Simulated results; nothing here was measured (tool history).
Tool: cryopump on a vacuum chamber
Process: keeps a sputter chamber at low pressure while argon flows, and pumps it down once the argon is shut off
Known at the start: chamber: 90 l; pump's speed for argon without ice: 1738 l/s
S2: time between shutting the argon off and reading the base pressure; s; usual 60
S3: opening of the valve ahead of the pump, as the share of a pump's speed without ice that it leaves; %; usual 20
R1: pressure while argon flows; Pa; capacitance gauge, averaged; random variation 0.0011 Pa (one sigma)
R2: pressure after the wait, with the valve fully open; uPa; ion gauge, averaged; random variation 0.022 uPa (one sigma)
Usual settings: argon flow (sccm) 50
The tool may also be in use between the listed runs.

Run 1, hour 0: usual settings. Result: R1 0.245 Pa, R2 2.7 uPa.
Run 2, hour 8.9: usual settings. Result: R1 0.2442 Pa, R2 2.67 uPa.
Run 3, hour 21.6: usual settings. Result: R1 0.2435 Pa, R2 2.68 uPa.
Run 4, hour 30.6: usual settings. Result: R1 0.2466 Pa, R2 2.74 uPa.
Run 5, hour 46.9: usual settings but argon flow (sccm) 46. Result: R1 0.2249 Pa, R2 2.71 uPa.
Run 6, hour 55.8: usual settings but S2 255 s. Result: R1 0.2428 Pa, R2 2.42 uPa.
Run 7, hour 71.1: usual settings but S2 255 s. Result: R1 0.2449 Pa, R2 2.43 uPa.
Run 8, hour 86.8: usual settings. Result: R1 0.2468 Pa, R2 2.82 uPa.
Run 9, hour 100.9: usual settings but argon flow (sccm) 57. Result: R1 0.2807 Pa, R2 2.87 uPa.
Run 10, hour 112.3: usual settings but S3 17 %. Result: R1 0.2896 Pa, R2 2.89 uPa.
Run 11, hour 120.2: usual settings. Result: R1 0.2451 Pa, R2 2.88 uPa.
Run 12, hour 134.1: usual settings but S2 30 s. Result: R1 0.2445 Pa, R2 3.25 uPa.
Run 13, hour 148: usual settings but S2 112 s. Result: R1 0.2468 Pa, R2 2.67 uPa.
Run 14, hour 164.9: usual settings but S2 112 s. Result: R1 0.2477 Pa, R2 2.63 uPa.
Run 15, hour 173.1: usual settings but S3 39 %. Result: R1 0.1281 Pa, R2 3.01 uPa.
Run 16, hour 182.4: usual settings but argon flow (sccm) 23, S3 19 %. Result: R1 0.1188 Pa, R2 2.9 uPa.
Run 17, hour 197.6: usual settings but argon flow (sccm) 41, S2 182 s, S3 16 %. Result: R1 0.2525 Pa, R2 2.65 uPa.
Run 18, hour 212.1: usual settings but S2 81 s, S3 15 %. Result: R1 0.3289 Pa, R2 2.86 uPa.
Run 19, hour 220.4: usual settings but S2 62 s, S3 30 %. Result: R1 0.1657 Pa, R2 2.89 uPa.
At hour 227.9: leaking fittings of the chamber tightened, without venting.
Run 20, hour 234.4: usual settings but argon flow (sccm) 37, S2 25 s. Result: R1 0.1848 Pa, R2 1.37 uPa.
Run 21, hour 245.3: usual settings but argon flow (sccm) 71, S2 34 s. Result: R1 0.3521 Pa, R2 1 uPa.

Forecast each of these 3 alternatives for the next run:
Run A, hour 252.9: usual settings but argon flow (sccm) 84, S2 30 s, S3 30 %. Result: R1 ?, R2 ?.
Run B, hour 252.9: usual settings but S2 54 s. Result: R1 ?, R2 ?.
Run C, hour 252.9: usual settings but argon flow (sccm) 35, S2 57 s, S3 26 %. Result: R1 ?, R2 ?.

run      R1    R2
  A  0.2805  1.15
  B  0.2491  0.74
  C  0.1342  0.72
Without the tool's hidden state the same runs would have given:
run      R1    R2
  A  0.2728  1.11
  B  0.2445   0.7
  C   0.131  0.68
